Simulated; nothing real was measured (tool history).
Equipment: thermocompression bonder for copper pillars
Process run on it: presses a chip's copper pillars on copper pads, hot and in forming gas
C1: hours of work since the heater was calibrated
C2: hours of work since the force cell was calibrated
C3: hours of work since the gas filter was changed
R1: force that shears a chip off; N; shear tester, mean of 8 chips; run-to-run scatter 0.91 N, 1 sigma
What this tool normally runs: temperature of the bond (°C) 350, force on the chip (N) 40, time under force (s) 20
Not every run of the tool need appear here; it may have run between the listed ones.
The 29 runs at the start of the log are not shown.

Run 30, hour 692.9: usual settings but temperature of the bond (°C) 359, force on the chip (N) 34, time under force (s) 14; C1 723; C2 651; C3 47. Result: R1 80.8 N.
Run 31, hour 724.5: usual settings but temperature of the bond (°C) 367, force on the chip (N) 38; C1 737; C2 665; C3 61. Result: R1 100.0 N.
Run 32, hour 753.3: usual settings but temperature of the bond (°C) 330, force on the chip (N) 29; C1 750; C2 678; C3 74. Result: R1 63.3 N.
Run 33, hour 766.7: usual settings but force on the chip (N) 27; C1 756; C2 684; C3 80. Result: R1 70.7 N.
Run 34, hour 789.6: usual settings but force on the chip (N) 27; C1 766; C2 694; C3 91. Result: R1 70.1 N.
Run 35, hour 817.8: usual settings but temperature of the bond (°C) 349, time under force (s) 44; C1 779; C2 706; C3 103. Result: R1 114.8 N.
Run 36, hour 845.5: usual settings but temperature of the bond (°C) 370, time under force (s) 47; C1 791; C2 719; C3 116. Result: R1 123.2 N.
Run 37, hour 870.3: usual settings but temperature of the bond (°C) 370, time under force (s) 47; C1 802; C2 730; C3 127. Result: R1 123.7 N.
At hour 874.1: force cell calibrated.
Run 38, hour 899.4: usual settings but temperature of the bond (°C) 327, force on the chip (N) 54, time under force (s) 51; C1 815; C2 11; C3 139. Result: R1 121.9 N.
Run 39, hour 917.9: usual settings but temperature of the bond (°C) 327, force on the chip (N) 54, time under force (s) 51; C1 823; C2 20; C3 147. Result: R1 121.0 N.
Run 40, hour 935.9: usual settings but temperature of the bond (°C) 327, force on the chip (N) 54, time under force (s) 51; C1 831; C2 28; C3 155. Result: R1 119.1 N.
Run 41, hour 954.0: usual settings but temperature of the bond (°C) 327, force on the chip (N) 54, time under force (s) 51; C1 839; C2 36; C3 163. Result: R1 123.2 N.

What if the next run were any one of these 3? Each begins from the tool's condition after run 41:
Run A, hour 969.6: usual settings but temperature of the bond (°C) 327, force on the chip (N) 26, time under force (s) 21; C1 846; C2 43; C3 170. Result: R1 ?.
Run B, hour 969.6: usual settings but temperature of the bond (°C) 328, force on the chip (N) 35, time under force (s) 51; C1 846; C2 43; C3 170. Result: R1 ?.
Run C, hour 969.6: usual settings but force on the chip (N) 44, time under force (s) 16; C1 846; C2 43; C3 170. Result: R1 ?.

run    R1
  A  54.3
  B  95.0
  C  93.2
With the hidden condition removed and each run's random variation left untouched, the same runs would have given:
run    R1
  A  53.7
  B  95.8
  C  94.2
